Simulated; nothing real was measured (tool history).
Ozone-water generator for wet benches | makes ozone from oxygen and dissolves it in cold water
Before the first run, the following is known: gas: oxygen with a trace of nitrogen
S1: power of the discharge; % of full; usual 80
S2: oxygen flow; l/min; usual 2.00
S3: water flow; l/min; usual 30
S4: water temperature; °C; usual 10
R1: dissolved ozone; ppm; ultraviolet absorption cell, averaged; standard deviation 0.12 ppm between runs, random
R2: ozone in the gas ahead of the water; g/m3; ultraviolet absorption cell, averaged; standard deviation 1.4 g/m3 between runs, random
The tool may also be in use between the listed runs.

Run 1, hour 0.0: usual settings. Result: R1 10.5 ppm, R2 265.9 g/m3.
Run 2, hour 196.8: usual settings but S3 24 l/min. Result: R1 13.6 ppm, R2 266.4 g/m3.
Run 3, hour 320.2: usual settings but S3 24 l/min. Result: R1 13.6 ppm, R2 265.9 g/m3.
Run 4, hour 407.3: usual settings. Result: R1 10.6 ppm, R2 264.4 g/m3.
Run 5, hour 571.4: usual settings but S4 8 °C. Result: R1 10.5 ppm, R2 267.1 g/m3.
Run 6, hour 690.9: usual settings but S1 57 % of full. Result: R1 8.4 ppm, R2 216.1 g/m3.
Run 7, hour 793.7: usual settings but S1 69 % of full. Result: R1 9.4 ppm, R2 242.3 g/m3.
Run 8, hour 903.7: usual settings but S2 1.62 l/min. Result: R1 9.9 ppm, R2 299.1 g/m3.
Run 9, hour 1075.7: usual settings but S1 66 % of full. Result: R1 9.1 ppm, R2 236.2 g/m3.
Run 10, hour 1259.0: usual settings. Result: R1 10.3 ppm, R2 269.0 g/m3.
Run 11, hour 1402.1: usual settings. Result: R1 10.3 ppm, R2 268.3 g/m3.
Run 12, hour 1513.0: usual settings. Result: R1 10.6 ppm, R2 271.1 g/m3.
Run 13, hour 1669.0: usual settings. Result: R1 10.3 ppm, R2 273.0 g/m3.
Run 14, hour 1829.0: usual settings. Result: R1 10.8 ppm, R2 267.9 g/m3.
Run 15, hour 1922.2: usual settings. Result: R1 10.7 ppm, R2 270.1 g/m3.
Run 16, hour 2133.9: usual settings. Result: R1 10.4 ppm, R2 272.7 g/m3.
Run 17, hour 2253.5: usual settings but S1 41 % of full, S2 1.90 l/min, S3 27 l/min, S4 13 °C. Result: R1 7.3 ppm, R2 182.8 g/m3.
Run 18, hour 2380.6: usual settings but S1 41 % of full, S2 1.90 l/min, S3 27 l/min, S4 13 °C. Result: R1 7.5 ppm, R2 180.6 g/m3.
Run 19, hour 2473.6: usual settings but S1 81 % of full, S2 3.17 l/min, S3 43 l/min, S4 7 °C. Result: R1 8.1 ppm, R2 216.9 g/m3.
Run 20, hour 2627.8: usual settings but S1 81 % of full, S2 3.17 l/min, S3 43 l/min, S4 7 °C. Result: R1 8.1 ppm, R2 218.6 g/m3.
At hour 2658.2: water thermometer calibrated.
Run 21, hour 2766.4: usual settings but S1 77 % of full, S2 3.17 l/min, S3 41 l/min, S4 11 °C. Result: R1 8.1 ppm, R2 209.1 g/m3.
Run 22, hour 2955.8: usual settings but S1 85 % of full, S2 2.14 l/min, S3 44 l/min, S4 7 °C. Result: R1 7.0 ppm, R2 273.5 g/m3.
At hour 3045.1: gauge calibrated.
Run 23, hour 3150.2: usual settings but S2 2.20 l/min. Result: R1 11.0 ppm, R2 253.2 g/m3.
Run 24, hour 3332.4: usual settings but S2 2.20 l/min. Result: R1 11.0 ppm, R2 253.9 g/m3.
Run 25, hour 3462.9: usual settings but S1 50 % of full, S2 1.53 l/min, S3 32 l/min, S4 6 °C. Result: R1 6.7 ppm, R2 225.1 g/m3.
Run 26, hour 3593.6: usual settings but S1 96 % of full, S2 3.03 l/min, S3 38 l/min, S4 16 °C. Result: R1 9.8 ppm, R2 242.2 g/m3.
Run 27, hour 3712.5: usual settings but S1 44 % of full, S2 1.16 l/min, S3 38 l/min, S4 16 °C. Result: R1 4.1 ppm, R2 240.6 g/m3.
Run 28, hour 3834.8: usual settings but S2 2.39 l/min, S4 13 °C. Result: R1 10.9 ppm, R2 244.7 g/m3.
Run 29, hour 4032.1: usual settings but S1 45 % of full, S2 1.19 l/min. Result: R1 5.8 ppm, R2 239.9 g/m3.
Run 30, hour 4170.3: usual settings but S1 89 % of full, S3 40 l/min. Result: R1 7.8 ppm, R2 286.6 g/m3.
Run 31, hour 4369.4: usual settings but S1 42 % of full, S2 2.47 l/min, S3 33 l/min, S4 13 °C. Result: R1 6.6 ppm, R2 160.6 g/m3.
Run 32, hour 4530.7: usual settings but S2 1.64 l/min, S4 13 °C. Result: R1 9.6 ppm, R2 300.2 g/m3.

Had the tool no unlogged condition, and each run kept its random variation, what would the results have been?
The tool's hidden condition here consists of: yield of the discharge, % of new electrodes'; contactor's efficiency, % of a clean one's; true water temperature over the reading, C; drift of the gauge itself on ozone_ppm, %; drift of the gauge itself on gas_g_m3, %.
run     R2
  1  266.0
  2  266.0
  3  265.2
  4  263.4
  5  265.7
  6  214.7
  7  240.6
  8  296.7
  9  233.9
 10  265.9
 11  264.9
 12  267.4
 13  268.8
 14  263.4
 15  265.4
 16  267.4
 17  179.0
 18  176.7
 19  212.0
 20  213.3
 21  203.8
 22  266.1
 23  253.1
 24  253.4
 25  224.3
 26  241.2
 27  239.2
 28  243.0
 29  237.8
 30  283.8
 31  158.7
 32  296.3
R1: differs from the measured result by no more than 0.1 ppm in any run.
